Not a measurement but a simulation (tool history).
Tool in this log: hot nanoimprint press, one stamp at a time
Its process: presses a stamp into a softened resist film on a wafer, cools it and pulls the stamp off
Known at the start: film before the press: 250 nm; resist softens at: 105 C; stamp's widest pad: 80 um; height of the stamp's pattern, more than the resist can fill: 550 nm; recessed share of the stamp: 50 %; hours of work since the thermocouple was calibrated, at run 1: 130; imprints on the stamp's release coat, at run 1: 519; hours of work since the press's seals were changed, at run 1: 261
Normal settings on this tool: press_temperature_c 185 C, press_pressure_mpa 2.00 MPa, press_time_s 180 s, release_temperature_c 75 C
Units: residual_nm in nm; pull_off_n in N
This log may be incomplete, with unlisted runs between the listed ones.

| run | day | press_temperature_c | press_pressure_mpa | press_time_s | release_temperature_c | hours of work since the thermocouple was calibrated | imprints on the stamp's release coat | hours of work since the press's seals were changed | residual_nm | pull_off_n |
|---|---|---|---|---|---|---|---|---|---|---|
| 1 | 0.000 | 185 | 2.00 | 180 | 75 | 130 | 519 | 261 | 152.8 | 263 |
| 2 | 0.579 | 185 | 2.00 | 180 | 75 | 139 | 588 | 270 | 153.7 | 276 |
| 3 | 1.017 | 185 | 2.00 | 180 | 75 | 146 | 640 | 277 | 153.5 | 271 |
| 4 | 1.279 | 185 | 2.00 | 180 | 75 | 151 | 672 | 281 | 152.5 | 283 |
| 5 | 1.821 | 185 | 2.00 | 180 | 75 | 159 | 737 | 289 | 152.6 | 274 |
| 6 | 2.146 | 185 | 2.30 | 180 | 75 | 164 | 776 | 295 | 145.9 | 274 |
| 7 | 2.746 | 179 | 2.00 | 180 | 75 | 174 | 848 | 304 | 181.2 | 285 |
| 8 | 3.171 | 192 | 2.00 | 180 | 75 | 180 | 899 | 311 | 124.3 | 299 |
| 9 | 3.533 | 192 | 2.00 | 180 | 75 | 186 | 943 | 316 | 124.0 | 294 |
| 10 | 4.158 | 185 | 2.00 | 180 | 75 | 196 | 1018 | 326 | 153.9 | 310 |
| 11 | 4.750 | 185 | 2.00 | 180 | 75 | 205 | 1089 | 336 | 155.0 | 311 |
| 12 | 5.396 | 185 | 2.00 | 180 | 75 | 216 | 1166 | 346 | 154.0 | 317 |
| 13 | 5.754 | 185 | 2.00 | 180 | 75 | 221 | 1209 | 352 | 154.6 | 330 |
| 14 | 6.062 | 185 | 2.00 | 180 | 75 | 226 | 1247 | 356 | 153.9 | 314 |
| 15 | 6.342 | 180 | 2.00 | 180 | 67 | 231 | 1280 | 361 | 177.2 | 357 |
| 16 | 6.950 | 180 | 2.00 | 180 | 67 | 240 | 1353 | 370 | 178.5 | 357 |
| 17 | 7.517 | 180 | 2.00 | 180 | 67 | 249 | 1421 | 379 | 177.3 | 377 |
|  | 8.096 | stamp cleaned and given a new release coat |
| 18 | 8.271 | 190 | 2.90 | 180 | 75 | 257 | 20 | 387 | 115.8 | 227 |
| 19 | 8.638 | 185 | 2.00 | 180 | 76 | 263 | 65 | 393 | 156.7 | 223 |
| 20 | 8.946 | 185 | 2.00 | 180 | 76 | 268 | 101 | 398 | 154.0 | 226 |
| 21 | 9.375 | 185 | 2.00 | 144 | 75 | 275 | 153 | 405 | 165.5 | 238 |
| 22 | 9.842 | 185 | 2.00 | 312 | 75 | 282 | 209 | 412 | 130.4 | 240 |
| 23 | 10.267 | 185 | 2.00 | 312 | 75 | 289 | 260 | 419 | 130.3 | 236 |
| 24 | 10.750 | 176 | 2.00 | 269 | 75 | 296 | 318 | 427 | 179.1 | 235 |
| 25 | 11.204 | 189 | 2.00 | 216 | 75 | 303 | 372 | 434 | 131.1 | 257 |
| 26 | 11.504 | 185 | 2.04 | 180 | 75 | 308 | 409 | 439 | 155.8 | 252 |
| 27 | 11.900 | 185 | 2.04 | 180 | 75 | 314 | 456 | 445 | 155.7 | 265 |
| 28 | 12.317 | 177 | 3.16 | 111 | 73 | 321 | 506 | 451 | 192.2 | 267 |

What would each run have given without the hidden state, its run-to-run variation left as it was?
Hidden conditions of the tool in this case: true temperature over the reading, C; pressure that arrives at the usual setting, %; grip of the stamp's worn release coat, % over a new coat's; drift of the gauge itself on residual_nm, %; drift of the gauge itself on pull_off_n, %.
| run | residual_nm | pull_off_n |
|---|---|---|
| 1 | 148.3 | 222 |
| 2 | 148.9 | 228 |
| 3 | 148.5 | 221 |
| 4 | 147.5 | 229 |
| 5 | 147.4 | 217 |
| 6 | 140.3 | 215 |
| 7 | 175.6 | 219 |
| 8 | 119.2 | 226 |
| 9 | 118.8 | 220 |
| 10 | 147.8 | 227 |
| 11 | 148.6 | 223 |
| 12 | 147.4 | 223 |
| 13 | 147.9 | 229 |
| 14 | 147.1 | 216 |
| 15 | 170.3 | 244 |
| 16 | 171.4 | 239 |
| 17 | 170.0 | 248 |
| 18 | 108.5 | 221 |
| 19 | 149.0 | 214 |
| 20 | 146.3 | 215 |
| 21 | 157.7 | 223 |
| 22 | 122.5 | 220 |
| 23 | 122.3 | 213 |
| 24 | 170.4 | 208 |
| 25 | 123.0 | 225 |
| 26 | 147.0 | 217 |
| 27 | 146.8 | 226 |
| 28 | 182.6 | 224 |
